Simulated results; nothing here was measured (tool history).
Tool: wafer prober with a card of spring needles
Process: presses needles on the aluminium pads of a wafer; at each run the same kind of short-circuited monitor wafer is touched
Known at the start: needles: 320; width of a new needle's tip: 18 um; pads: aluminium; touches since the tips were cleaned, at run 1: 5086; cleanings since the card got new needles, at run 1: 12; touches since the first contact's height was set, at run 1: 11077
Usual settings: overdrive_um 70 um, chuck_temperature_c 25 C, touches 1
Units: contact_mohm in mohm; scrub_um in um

run     day  overdrive_um  chuck_temperature_c  touches  touches since the tips were cleaned  cleanings since the card got new needles  touches since the first contact's height was set  contact_mohm  scrub_um
  1   0.000            70                   25        1                                 5086                                        12                                             11077           299      9.96
      0.188  -- tips cleaned on abrasive film
      0.950  -- tips cleaned on abrasive film
  2   1.317            70                   37        1                                 3118                                        14                                             22121           300      9.94
      1.729  -- tips cleaned on abrasive film
  3   2.317            70                   25        1                                 4948                                        15                                             30519           305      9.93
      2.538  -- tips cleaned on abrasive film
      3.342  -- tips cleaned on abrasive film
  4   3.658            70                   25        1                                 2658                                        17                                             41762           289      9.92
      4.067  -- tips cleaned on abrasive film
  5   4.512            85                   25        1                                 3743                                        18                                             48919           283     12.03
      4.808  -- tips cleaned on abrasive film
  6   5.342            70                   25        1                                 4488                                        19                                             55883           304      9.91
      5.567  -- tips cleaned on abrasive film
      6.342  -- tips cleaned on abrasive film
  7   6.454            61                   49        2                                  940                                        21                                             65196           278      8.60
      7.058  -- tips cleaned on abrasive film
  8   7.421            71                   34        2                                 3050                                        22                                             73312           286     10.03
      7.788  -- tips cleaned on abrasive film
      7.917  -- height of the first contact set anew
  9   8.267            71                   34        2                                 3938                                        23                                              2942           283     10.11
      8.638  -- tips cleaned on abrasive film
      9.358  -- tips cleaned on abrasive film
 10   9.471            62                   32        1                                  941                                        25                                             13023           287      8.81
     10.162  -- tips cleaned on abrasive film
 11  10.375            62                   32        1                                 1802                                        26                                             20629           299      8.80

Forecast each of these 3 alternatives for the next run:
     10.929  -- tips cleaned on abrasive film
  A  11.042            83                   25        1                                  948                                        27                                             26201             ?         ?
     10.929  -- tips cleaned on abrasive film
  B  11.042            79                   34        3                                  948                                        27                                             26201             ?         ?
     10.929  -- tips cleaned on abrasive film
  C  11.042            62                   32        2                                  948                                        27                                             26201             ?         ?

run  contact_mohm  scrub_um
  A           273     11.78
  B           264     11.21
  C           277      8.79
Without the tool's hidden state the same runs would have given:
run  contact_mohm  scrub_um
  A           255     11.81
  B           257     11.24
  C           260      8.83
